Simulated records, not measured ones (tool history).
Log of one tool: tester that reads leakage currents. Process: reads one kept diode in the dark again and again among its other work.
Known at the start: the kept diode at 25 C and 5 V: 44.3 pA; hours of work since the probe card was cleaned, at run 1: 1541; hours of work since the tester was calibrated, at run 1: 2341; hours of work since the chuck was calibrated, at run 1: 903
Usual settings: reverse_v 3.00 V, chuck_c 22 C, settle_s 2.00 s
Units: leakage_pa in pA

run	hour	reverse_v	chuck_c	settle_s	hours of work since the probe card was cleaned	hours of work since the tester was calibrated	hours of work since the chuck was calibrated	leakage_pa
1	0.0	3.00	22	2.00	1541	2341	903	27.91
2	55.1	3.00	22	2.00	1566	2367	929	27.71
3	115.8	3.00	24	2.00	1594	2395	956	31.70
4	159.4	3.00	24	2.00	1614	2415	977	31.84
5	220.0	3.00	22	0.50	1642	2443	1005	28.28
6	263.2	3.00	22	0.50	1662	2463	1024	28.22
7	301.3	3.00	22	0.50	1680	2480	1042	28.02
8	341.6	3.00	22	0.50	1698	2499	1061	28.22
9	409.5	3.00	22	0.50	1730	2530	1092	28.04
10	473.8	3.00	22	2.00	1759	2560	1122	27.95
11	515.2	3.00	22	2.00	1779	2579	1141	28.02
12	593.2	3.00	39	2.00	1814	2615	1177	87.41
13	655.5	3.00	22	0.79	1843	2644	1205	28.00
14	716.8	3.00	22	0.79	1871	2672	1234	28.08
# hour 733.7: tester calibrated
15	803.1	3.00	22	0.79	1910	32	1273	27.96
16	883.7	1.80	22	2.00	1948	69	1310	20.34
17	944.8	3.00	22	1.70	1976	97	1338	27.72
# hour 955.8: probe card cleaned and baked
18	1011.4	3.00	22	1.70	26	127	1367	28.91
19	1075.9	3.00	22	0.74	55	156	1397	28.89
20	1136.0	3.00	22	0.74	83	184	1425	28.82
21	1184.4	10.57	58	2.00	105	206	1447	586.71
22	1266.6	10.57	58	2.00	143	244	1485	586.32
23	1346.5	1.15	22	0.55	180	281	1522	15.85
24	1401.0	4.85	23	0.65	205	306	1547	42.03
25	1462.8	1.77	54	0.42	234	335	1575	161.73
# hour 1476.9: probe card cleaned and baked, once more
26	1546.8	1.77	58	3.17	32	372	1613	203.07
27	1589.3	3.37	32	0.53	52	392	1632	56.47
28	1639.2	3.00	27	8.42	75	415	1655	37.01
29	1710.3	5.62	44	2.00	108	448	1688	167.84
30	1793.4	5.62	44	2.00	146	486	1726	167.35
31	1841.0	3.47	44	2.12	168	508	1748	126.41
32	1925.0	3.00	27	0.84	207	547	1787	37.18
33	1992.9	3.00	27	0.84	238	578	1818	36.81
34	2035.5	1.11	29	2.00	258	598	1838	23.72
35	2116.1	3.00	22	0.72	295	635	1875	25.91
36	2191.0	9.53	28	1.80	329	669	1910	78.21
37	2280.0	9.53	28	1.80	370	710	1951	78.13
38	2354.8	3.77	36	1.03	405	745	1985	79.05
39	2392.2	3.77	36	1.03	422	762	2003	78.86

Forecast each of these 3 alternatives for the next run:
# hour 2455.6: chuck's temperature calibrated
A	2473.2	3.77	36	3.73	459	798	8	?
# hour 2455.6: chuck's temperature calibrated
B	2473.2	16.36	53	2.35	459	798	8	?
# hour 2455.6: chuck's temperature calibrated
C	2473.2	3.00	41	2.00	459	798	8	?

run	leakage_pa
A	82.35
B	574.76
C	100.64
Without the tool's hidden state the same runs would have given:
run	leakage_pa
A	81.27
B	568.87
C	99.57
